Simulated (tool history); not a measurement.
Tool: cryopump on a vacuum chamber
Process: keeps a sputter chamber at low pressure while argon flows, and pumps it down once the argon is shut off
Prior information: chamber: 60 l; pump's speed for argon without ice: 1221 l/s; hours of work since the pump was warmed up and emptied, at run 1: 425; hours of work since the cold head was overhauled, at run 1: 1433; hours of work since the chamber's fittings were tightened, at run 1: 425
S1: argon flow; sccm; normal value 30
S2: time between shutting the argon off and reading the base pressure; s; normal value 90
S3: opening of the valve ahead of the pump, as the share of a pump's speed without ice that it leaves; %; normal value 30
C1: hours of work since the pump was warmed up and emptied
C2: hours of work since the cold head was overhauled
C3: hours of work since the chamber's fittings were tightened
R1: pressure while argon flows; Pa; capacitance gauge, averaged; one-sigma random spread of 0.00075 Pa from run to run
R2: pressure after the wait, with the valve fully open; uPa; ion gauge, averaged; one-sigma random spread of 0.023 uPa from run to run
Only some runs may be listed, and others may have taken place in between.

run,hour,S1,S2,S3,C1,C2,C3,R1,R2
1,0,30,90,30,425,1433,425,0.1425,1.06
2,77.8,30,90,30,480,1489,480,0.1445,1.13
3,134,30,200,30,520,1528,520,0.1435,0.88
4,210.4,30,200,30,574,1583,574,0.1446,0.85
5,273,30,200,30,618,1627,618,0.145,0.91
6,341.8,30,200,30,667,1676,667,0.1447,0.94
7,396.2,30,90,30,706,1714,706,0.1436,1.27
8,451,30,90,30,745,1753,745,0.145,1.33
9,522,30,90,30,795,1804,795,0.1451,1.33
10,580,15,90,30,836,1845,836,0.0731,1.42
11,620.4,30,90,21,865,1873,865,0.2065,1.36
12,676.9,30,90,21,905,1913,905,0.2053,1.41
13,722.8,27,179,58,937,1946,937,0.0729,1.14
# hour 753.3: pump warmed up, emptied and cooled again
14,784.4,30,86,27,22,1986,977,0.1552,1.33
15,841.6,16,65,27,63,2027,1018,0.0833,1.56
16,909.4,16,65,27,111,2075,1066,0.0844,1.63
17,958.5,20,68,41,146,2110,1101,0.0687,1.63
18,1009.3,28,202,18,182,2146,1137,0.2182,1.16
19,1056.5,53,72,30,215,2179,1170,0.2486,1.59
20,1110.8,30,227,30,254,2218,1209,0.1426,1.12
21,1174.4,30,135,47,299,2263,1254,0.0913,1.31
22,1247.3,14,187,20,350,2314,1306,0.1002,1.26
23,1280.3,15,72,59,374,2338,1329,0.0368,1.78

Measured result minus the same run's result without the hidden state. Both carry the same run-to-run variation, though not necessarily the same gauge scatter:
Hidden state present: pump's speed, % of a pump's without ice; cold plate's temperature, K; leak into the chamber, uPa l/s; drift of the gauge itself on working_pa, %; drift of the gauge itself on base_upa, %.
run,R1,R2
1,+0.0044,+0.28
2,+0.0049,+0.32
3,+0.0052,+0.35
4,+0.0057,+0.38
5,+0.0061,+0.41
6,+0.0065,+0.44
7,+0.0068,+0.47
8,+0.0072,+0.51
9,+0.0077,+0.53
10,+0.004,+0.57
11,+0.0084,+0.58
12,+0.0087,+0.59
13,+0.0082,+0.62
14,+0.0016,+0.53
15,+0.001,+0.55
16,+0.0012,+0.58
17,+0.0017,+0.61
18,+0.0026,+0.65
19,+0.0053,+0.65
20,+0.0033,+0.67
21,+0.0036,+0.71
22,+0.0019,+0.75
23,+0.0021,+0.78

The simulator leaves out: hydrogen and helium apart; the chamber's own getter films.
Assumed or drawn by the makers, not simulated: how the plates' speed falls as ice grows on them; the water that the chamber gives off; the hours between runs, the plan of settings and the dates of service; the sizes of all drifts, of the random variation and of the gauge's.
